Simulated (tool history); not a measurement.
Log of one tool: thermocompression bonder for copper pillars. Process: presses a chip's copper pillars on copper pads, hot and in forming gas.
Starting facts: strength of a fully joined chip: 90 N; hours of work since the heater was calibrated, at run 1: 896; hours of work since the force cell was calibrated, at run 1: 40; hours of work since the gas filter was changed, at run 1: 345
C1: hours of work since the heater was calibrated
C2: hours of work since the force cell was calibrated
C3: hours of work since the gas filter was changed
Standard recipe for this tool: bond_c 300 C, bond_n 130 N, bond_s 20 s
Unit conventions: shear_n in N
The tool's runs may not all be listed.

run 1 hour=0.0 | bond_c=300 bond_n=130 bond_s=20 | C1=896 C2=40 C3=345 | shear_n=53.5
run 2 hour=13.4 | bond_c=300 bond_n=130 bond_s=20 | C1=904 C2=48 C3=352 | shear_n=52.6
run 3 hour=23.4 | bond_c=300 bond_n=130 bond_s=20 | C1=910 C2=53 C3=358 | shear_n=52.7
-- hour=33.1 forming gas filter changed
run 4 hour=38.7 | bond_c=300 bond_n=130 bond_s=18 | C1=919 C2=62 C3=3 | shear_n=57.0
run 5 hour=52.9 | bond_c=300 bond_n=130 bond_s=18 | C1=927 C2=70 C3=12 | shear_n=56.4
run 6 hour=63.7 | bond_c=300 bond_n=130 bond_s=18 | C1=933 C2=77 C3=18 | shear_n=56.8
-- hour=71.2 heater calibrated with a thermocouple chip
run 7 hour=78.1 | bond_c=300 bond_n=130 bond_s=18 | C1=4 C2=84 C3=25 | shear_n=60.5
run 8 hour=87.2 | bond_c=300 bond_n=130 bond_s=18 | C1=9 C2=89 C3=31 | shear_n=62.5
run 9 hour=100.7 | bond_c=300 bond_n=88 bond_s=18 | C1=17 C2=97 C3=38 | shear_n=46.3
run 10 hour=114.8 | bond_c=300 bond_n=97 bond_s=20 | C1=26 C2=105 C3=47 | shear_n=51.3
run 11 hour=131.8 | bond_c=300 bond_n=97 bond_s=54 | C1=35 C2=115 C3=57 | shear_n=66.4
run 12 hour=143.6 | bond_c=300 bond_n=121 bond_s=20 | C1=42 C2=122 C3=64 | shear_n=58.7
run 13 hour=156.0 | bond_c=300 bond_n=121 bond_s=20 | C1=50 C2=130 C3=71 | shear_n=58.7
run 14 hour=172.6 | bond_c=300 bond_n=121 bond_s=20 | C1=59 C2=139 C3=81 | shear_n=58.5
run 15 hour=180.9 | bond_c=300 bond_n=146 bond_s=20 | C1=64 C2=144 C3=85 | shear_n=64.0
run 16 hour=190.6 | bond_c=300 bond_n=80 bond_s=20 | C1=70 C2=150 C3=91 | shear_n=43.3
run 17 hour=201.2 | bond_c=300 bond_n=80 bond_s=20 | C1=76 C2=156 C3=97 | shear_n=42.4
run 18 hour=217.2 | bond_c=300 bond_n=80 bond_s=20 | C1=86 C2=166 C3=107 | shear_n=42.9
run 19 hour=235.3 | bond_c=277 bond_n=106 bond_s=18 | C1=96 C2=176 C3=117 | shear_n=40.2
run 20 hour=246.0 | bond_c=280 bond_n=152 bond_s=58 | C1=102 C2=182 C3=124 | shear_n=70.9
run 21 hour=263.1 | bond_c=280 bond_n=193 bond_s=12 | C1=112 C2=192 C3=134 | shear_n=58.1
run 22 hour=278.0 | bond_c=274 bond_n=193 bond_s=12 | C1=121 C2=201 C3=142 | shear_n=55.5
run 23 hour=289.9 | bond_c=274 bond_n=193 bond_s=12 | C1=128 C2=208 C3=149 | shear_n=53.8
run 24 hour=297.7 | bond_c=274 bond_n=104 bond_s=12 | C1=133 C2=213 C3=154 | shear_n=31.8

Forecast run 25:
run 25 hour=309.0 | bond_c=322 bond_n=97 bond_s=34 | C1=139 C2=219 C3=161 | shear_n=?

Run 25 came out at shear_n 65.9 N.
If the tool had no hidden condition, the same run with the same run-to-run variation would have returned shear_n 69.4 N.

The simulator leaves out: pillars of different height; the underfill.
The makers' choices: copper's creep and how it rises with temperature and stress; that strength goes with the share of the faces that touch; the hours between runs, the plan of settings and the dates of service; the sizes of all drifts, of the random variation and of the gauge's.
